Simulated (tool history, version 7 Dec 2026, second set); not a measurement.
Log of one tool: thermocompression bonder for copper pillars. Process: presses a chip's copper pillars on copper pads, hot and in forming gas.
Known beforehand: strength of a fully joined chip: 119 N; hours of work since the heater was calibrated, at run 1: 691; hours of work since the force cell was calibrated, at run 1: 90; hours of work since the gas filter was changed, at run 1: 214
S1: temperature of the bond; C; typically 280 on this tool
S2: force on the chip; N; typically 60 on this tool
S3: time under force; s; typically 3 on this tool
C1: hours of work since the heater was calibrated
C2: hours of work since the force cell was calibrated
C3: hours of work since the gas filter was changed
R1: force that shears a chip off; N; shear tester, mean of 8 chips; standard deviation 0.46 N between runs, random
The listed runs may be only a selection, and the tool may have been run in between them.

{"run": 1, "hour": 0.0, "S1": 280, "S2": 60, "S3": 3, "C1": 691, "C2": 90, "C3": 214, "R1": 52.1}
{"run": 2, "hour": 14.4, "S1": 280, "S2": 60, "S3": 3, "C1": 698, "C2": 97, "C3": 221, "R1": 51.4}
{"run": 3, "hour": 44.1, "S1": 280, "S2": 60, "S3": 3, "C1": 712, "C2": 112, "C3": 235, "R1": 51.6}
{"run": 4, "hour": 65.3, "S1": 280, "S2": 60, "S3": 5, "C1": 722, "C2": 122, "C3": 245, "R1": 61.9}
{"run": 5, "hour": 78.9, "S1": 280, "S2": 79, "S3": 3, "C1": 729, "C2": 128, "C3": 252, "R1": 67.4}
{"run": 6, "hour": 102.0, "S1": 280, "S2": 60, "S3": 3, "C1": 740, "C2": 140, "C3": 263, "R1": 52.8}
{"run": 7, "hour": 114.8, "S1": 280, "S2": 60, "S3": 3, "C1": 746, "C2": 146, "C3": 269, "R1": 51.5}
{"run": 8, "hour": 140.6, "S1": 280, "S2": 60, "S3": 3, "C1": 758, "C2": 158, "C3": 281, "R1": 51.7}
{"run": 9, "hour": 163.4, "S1": 280, "S2": 60, "S3": 3, "C1": 769, "C2": 169, "C3": 292, "R1": 52.3}
{"run": 10, "hour": 186.0, "S1": 280, "S2": 60, "S3": 3, "C1": 780, "C2": 180, "C3": 303, "R1": 52.3}
{"run": 11, "hour": 212.7, "S1": 307, "S2": 60, "S3": 3, "C1": 793, "C2": 193, "C3": 316, "R1": 73.4}
{"hour": 216.1, "done": "force cell calibrated"}
{"run": 12, "hour": 242.1, "S1": 291, "S2": 60, "S3": 9, "C1": 807, "C2": 13, "C3": 330, "R1": 84.0}
{"run": 13, "hour": 271.8, "S1": 291, "S2": 60, "S3": 9, "C1": 821, "C2": 27, "C3": 344, "R1": 82.6}
{"run": 14, "hour": 288.2, "S1": 284, "S2": 87, "S3": 9, "C1": 829, "C2": 35, "C3": 352, "R1": 97.3}
{"hour": 292.7, "done": "forming gas filter changed"}
{"run": 15, "hour": 303.8, "S1": 284, "S2": 87, "S3": 9, "C1": 836, "C2": 42, "C3": 5, "R1": 100.2}
{"run": 16, "hour": 325.4, "S1": 280, "S2": 73, "S3": 2, "C1": 846, "C2": 52, "C3": 16, "R1": 56.5}
{"run": 17, "hour": 340.3, "S1": 291, "S2": 51, "S3": 6, "C1": 854, "C2": 60, "C3": 23, "R1": 68.0}
{"hour": 343.3, "done": "force cell calibrated, once more"}
{"run": 18, "hour": 361.9, "S1": 284, "S2": 55, "S3": 2, "C1": 863, "C2": 9, "C3": 33, "R1": 45.4}
{"run": 19, "hour": 376.1, "S1": 284, "S2": 55, "S3": 2, "C1": 870, "C2": 16, "C3": 39, "R1": 45.7}

Hidden state at the last listed run before each entry between runs and at the first one after, where it differs:
Run 11 -> run 12: force cell calibrated (hour 216.1)
  true temperature of the bond over the reading, C: 8.4 -> 8.5; force that reaches the chip, % of what is set: 98.9 -> 98.6; oxide that the forming gas leaves, % of the face: 3.85 -> 3.99
  the result without the hidden state subtracted from the measured one, R1: +3.5 -> +3.1 N
Run 14 -> run 15: forming gas filter changed (hour 292.7)
  true temperature of the bond over the reading, C: 8.7 -> 8.8; oxide that the forming gas leaves, % of the face: 4.21 -> 0.62
  the result without the hidden state subtracted from the measured one, R1: +1.6 -> +5.2 N
Run 17 -> run 18: force cell calibrated, once more (hour 343.3)
  true temperature of the bond over the reading, C: 9 -> 9.1; force that reaches the chip, % of what is set: 98.4 -> 99.7; oxide that the forming gas leaves, % of the face: 0.79 -> 0.9
  the result without the hidden state subtracted from the measured one, R1: +6.3 -> +5.7 N

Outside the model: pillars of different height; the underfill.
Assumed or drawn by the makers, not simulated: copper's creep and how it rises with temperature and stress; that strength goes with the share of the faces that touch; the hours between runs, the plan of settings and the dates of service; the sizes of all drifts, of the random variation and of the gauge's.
